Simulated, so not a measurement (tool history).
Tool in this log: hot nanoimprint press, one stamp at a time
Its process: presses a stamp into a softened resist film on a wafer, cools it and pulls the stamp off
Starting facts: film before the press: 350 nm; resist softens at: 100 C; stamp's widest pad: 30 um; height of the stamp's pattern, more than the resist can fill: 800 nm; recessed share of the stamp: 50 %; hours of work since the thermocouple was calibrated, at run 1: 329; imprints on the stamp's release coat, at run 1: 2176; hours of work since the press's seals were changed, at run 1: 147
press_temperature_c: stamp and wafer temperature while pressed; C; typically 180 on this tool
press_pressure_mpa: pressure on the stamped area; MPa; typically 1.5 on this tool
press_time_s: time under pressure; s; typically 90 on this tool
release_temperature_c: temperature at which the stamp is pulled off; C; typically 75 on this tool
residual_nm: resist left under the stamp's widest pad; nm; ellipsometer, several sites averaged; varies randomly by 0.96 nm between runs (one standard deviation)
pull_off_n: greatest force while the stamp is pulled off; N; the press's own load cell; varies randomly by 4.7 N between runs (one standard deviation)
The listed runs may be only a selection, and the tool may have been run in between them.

run,day,press_temperature_c,press_pressure_mpa,press_time_s,release_temperature_c,hours of work since the thermocouple was calibrated,imprints on the stamp's release coat,hours of work since the press's seals were changed,residual_nm,pull_off_n
1,0,180,1.5,90,75,329,2176,147,128,353
2,1.046,180,1.5,90,75,343,2269,161,129.3,358
# day 1.779: stamp cleaned and given a new release coat
3,2.638,180,1.5,90,75,361,76,179,126.1,229
# day 2.971: plate thermocouple calibrated
4,3.979,180,1.5,90,75,13,183,195,125.2,227
5,4.612,179,1.5,90,75,22,239,204,132.8,233
6,5.892,179,1.5,90,75,39,352,221,131.8,244
7,6.925,180,1.5,79,75,53,444,234,134.4,244
8,8.242,180,1.5,79,75,70,560,252,131.2,248
# day 9.529: plate thermocouple calibrated, once more
9,9.629,185,1.5,90,75,1,672,269,106.8,264
10,10.633,180,1.5,90,75,15,761,282,137.5,281
11,11.246,180,1.5,90,75,23,815,291,137.1,267
12,11.862,180,1.5,90,75,31,869,299,135.9,281
13,12.654,181,1.5,90,75,42,939,309,131,280
14,13.304,180,1.5,124,75,50,997,318,118,281
15,14.475,180,1.5,90,80,66,1100,334,136.6,256
16,15.492,180,1.29,90,75,80,1190,347,145.1,295
17,16.258,171,1.29,90,75,90,1258,358,222.5,297
18,17.121,192,1.5,90,75,101,1335,369,71.2,306
19,18.238,192,1.5,90,75,116,1433,384,72.2,316
20,19.625,192,1.5,90,75,135,1556,403,71.7,325
21,20.579,192,1.5,90,75,148,1640,415,71.8,337

Run 22 is up next; what results do you expect?
22,21.692,168,1.5,90,75,163,1739,430,?,?

{"run 22": {"residual_nm": 237.3, "pull_off_n": 323}}
Had the tool carried no hidden state, the very same run would have given residual_nm 241.5 nm, pull_off_n 225 N.
